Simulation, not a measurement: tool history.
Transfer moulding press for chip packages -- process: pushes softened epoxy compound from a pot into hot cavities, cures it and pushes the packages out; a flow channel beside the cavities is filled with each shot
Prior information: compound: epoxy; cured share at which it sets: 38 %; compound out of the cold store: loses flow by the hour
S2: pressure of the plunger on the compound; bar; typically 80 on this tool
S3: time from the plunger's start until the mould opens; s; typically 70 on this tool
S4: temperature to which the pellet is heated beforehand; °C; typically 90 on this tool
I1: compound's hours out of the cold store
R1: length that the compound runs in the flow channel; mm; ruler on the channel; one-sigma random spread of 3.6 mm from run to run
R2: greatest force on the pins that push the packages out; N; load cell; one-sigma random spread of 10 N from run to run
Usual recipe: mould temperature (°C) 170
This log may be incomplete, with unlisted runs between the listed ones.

run 1 hour=0 | mould_temperature_(°C)=170 S2=80 S3=70 S4=90 | I1=38.9 | R1=787 R2=461
run 2 hour=15.4 | mould_temperature_(°C)=170 S2=80 S3=60 S4=90 | I1=16.6 | R1=857 R2=882
run 3 hour=35 | mould_temperature_(°C)=170 S2=80 S3=60 S4=90 | I1=24.9 | R1=825 R2=1093
run 4 hour=63 | mould_temperature_(°C)=170 S2=63.8 S3=60 S4=90 | I1=27.5 | R1=730 R2=1202
-- hour=72 cavities cleaned with cleaning compound and waxed
run 5 hour=93.2 | mould_temperature_(°C)=170 S2=80 S3=55 S4=90 | I1=44.9 | R1=766 R2=986
run 6 hour=112.1 | mould_temperature_(°C)=170 S2=80 S3=55 S4=90 | I1=13.4 | R1=856 R2=1450
run 7 hour=136.1 | mould_temperature_(°C)=170 S2=63.6 S3=70 S4=90 | I1=39.8 | R1=678 R2=911
-- hour=144.3 cavities cleaned with cleaning compound and waxed
run 8 hour=154.3 | mould_temperature_(°C)=164 S2=80 S3=70 S4=90 | I1=18.8 | R1=850 R2=885
run 9 hour=179.1 | mould_temperature_(°C)=170 S2=80 S3=70 S4=95 | I1=27 | R1=794 R2=804
run 10 hour=201.2 | mould_temperature_(°C)=170 S2=80 S3=70 S4=95 | I1=38.1 | R1=768 R2=874
-- hour=216.6 cavities cleaned with cleaning compound and waxed
-- hour=221.8 plunger's sealing rings changed
run 11 hour=225.9 | mould_temperature_(°C)=170 S2=80 S3=70 S4=95 | I1=25.3 | R1=838 R2=557
run 12 hour=250.3 | mould_temperature_(°C)=170 S2=80 S3=70 S4=90 | I1=19.9 | R1=865 R2=769
run 13 hour=262.8 | mould_temperature_(°C)=170 S2=80 S3=70 S4=90 | I1=9.3 | R1=895 R2=901
run 14 hour=282 | mould_temperature_(°C)=170 S2=80 S3=100 S4=90 | I1=16.3 | R1=864 R2=785
-- hour=290.7 cavities cleaned with cleaning compound and waxed
run 15 hour=308.5 | mould_temperature_(°C)=170 S2=78.1 S3=55 S4=83 | I1=33.9 | R1=799 R2=1126
run 16 hour=335.2 | mould_temperature_(°C)=170 S2=78.1 S3=55 S4=83 | I1=36 | R1=787 R2=1388
run 17 hour=358.8 | mould_temperature_(°C)=177 S2=78.1 S3=50 S4=83 | I1=25.9 | R1=792 R2=1225
-- hour=361.9 cavities cleaned with cleaning compound and waxed
run 18 hour=374 | mould_temperature_(°C)=177 S2=78.1 S3=50 S4=83 | I1=43.1 | R1=739 R2=771
run 19 hour=403.4 | mould_temperature_(°C)=177 S2=78.1 S3=50 S4=83 | I1=33.9 | R1=768 R2=1081
-- hour=433.3 cavities cleaned with cleaning compound and waxed
run 20 hour=433.8 | mould_temperature_(°C)=177 S2=78.1 S3=50 S4=93 | I1=43.5 | R1=733 R2=605
run 21 hour=448.9 | mould_temperature_(°C)=170 S2=80 S3=66 S4=83 | I1=28.5 | R1=803 R2=722
run 22 hour=463.5 | mould_temperature_(°C)=170 S2=80 S3=66 S4=83 | I1=13.8 | R1=852 R2=910
run 23 hour=481.7 | mould_temperature_(°C)=176 S2=66.7 S3=101 S4=90 | I1=11.2 | R1=761 R2=745
-- hour=504.4 cavities cleaned with cleaning compound and waxed
run 24 hour=508.1 | mould_temperature_(°C)=169 S2=75.8 S3=74 S4=80 | I1=15 | R1=812 R2=551
-- hour=526.5 plunger's sealing rings changed
run 25 hour=527.4 | mould_temperature_(°C)=170 S2=82.4 S3=59 S4=80 | I1=33 | R1=839 R2=1013

Consider 5 possible next runs. They are alternatives, not a sequence: every one starts from the tool as it was left by run 25. What does each give?
run A hour=556.6 | mould_temperature_(°C)=172 S2=82.4 S3=85 S4=98 | I1=42.9 | R1=? R2=?
run B hour=556.6 | mould_temperature_(°C)=170 S2=80 S3=103 S4=90 | I1=35 | R1=? R2=?
run C hour=556.6 | mould_temperature_(°C)=177 S2=82.4 S3=59 S4=93 | I1=18.5 | R1=? R2=?
run D hour=556.6 | mould_temperature_(°C)=170 S2=80 S3=108 S4=90 | I1=46.9 | R1=? R2=?
run E hour=556.6 | mould_temperature_(°C)=166 S2=64.6 S3=75 S4=80 | I1=38.5 | R1=? R2=?

run=A R1=792 R2=743
run=B R1=812 R2=718
run=C R1=846 R2=816
run=D R1=778 R2=722
run=E R1=732 R2=980
With no hidden state in the tool, these same runs would have given:
run=A R1=796 R2=407
run=B R1=816 R2=392
run=C R1=850 R2=443
run=D R1=781 R2=395
run=E R1=735 R2=525
